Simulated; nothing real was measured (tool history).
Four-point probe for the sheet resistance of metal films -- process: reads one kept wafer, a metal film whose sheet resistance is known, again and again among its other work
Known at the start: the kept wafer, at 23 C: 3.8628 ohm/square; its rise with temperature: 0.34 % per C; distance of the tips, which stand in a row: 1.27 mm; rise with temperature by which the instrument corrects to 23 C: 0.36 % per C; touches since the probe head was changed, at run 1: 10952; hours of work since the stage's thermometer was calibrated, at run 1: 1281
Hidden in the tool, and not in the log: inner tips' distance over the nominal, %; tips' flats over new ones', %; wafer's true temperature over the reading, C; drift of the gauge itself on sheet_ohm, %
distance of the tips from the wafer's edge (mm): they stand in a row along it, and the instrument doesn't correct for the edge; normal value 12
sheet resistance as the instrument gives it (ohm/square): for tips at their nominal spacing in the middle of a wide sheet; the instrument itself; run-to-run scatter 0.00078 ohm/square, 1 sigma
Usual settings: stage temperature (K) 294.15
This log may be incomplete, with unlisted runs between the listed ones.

run,day,stage temperature (K),distance of the tips from the wafer's edge (mm),touches since the probe head was changed,hours of work since the stage's thermometer was calibrated,sheet resistance as the instrument gives it (ohm/square)
1,0,294.15,12,10952,1281,3.901888
2,1.912,294.15,12,13612,1316,3.901049
3,4.2,294.15,12,16787,1357,3.900324
4,5.683,294.15,12,18848,1384,3.898895
5,7.388,306.15,12,21221,1414,3.885406
6,9.808,294.15,11,24583,1458,3.900615
7,11.562,294.15,11,27022,1489,3.901082
8,13.683,294.15,11,29965,1527,3.899614
9,15.167,294.15,11,32032,1554,3.898764
10,16.188,305.15,12,33447,1572,3.883455
11,17.321,302.15,12,35021,1593,3.884674
12,19.3,304.15,29,37773,1628,3.862273
13,20.633,304.15,12,39630,1652,3.881768
14,21.875,294.15,44,41351,1675,3.868892
15,23.796,299.15,6,44025,1709,3.952277
# day 24.021: stage's thermometer calibrated
16,25.575,291.15,13,46464,28,3.886385
17,27.029,301.15,46,48485,54,3.857032
18,28.904,294.15,15,51095,88,3.875967
19,30.671,294.15,15,53549,120,3.874993
20,32.583,300.15,11,56206,154,3.881263
21,34.425,294.15,35,58764,187,3.86104

Results for each run, recomputed without the tool's hidden state and with each run's random variation untouched:
run,sheet resistance as the instrument gives it (ohm/square)
1,3.887666
2,3.887815
3,3.888316
4,3.887652
5,3.875044
6,3.891685
7,3.893091
8,3.892678
9,3.8926
10,3.87772
11,3.879574
12,3.858245
13,3.878433
14,3.866305
15,3.950661
16,3.888148
17,3.859362
18,3.879513
19,3.879405
20,3.886573
21,3.867417

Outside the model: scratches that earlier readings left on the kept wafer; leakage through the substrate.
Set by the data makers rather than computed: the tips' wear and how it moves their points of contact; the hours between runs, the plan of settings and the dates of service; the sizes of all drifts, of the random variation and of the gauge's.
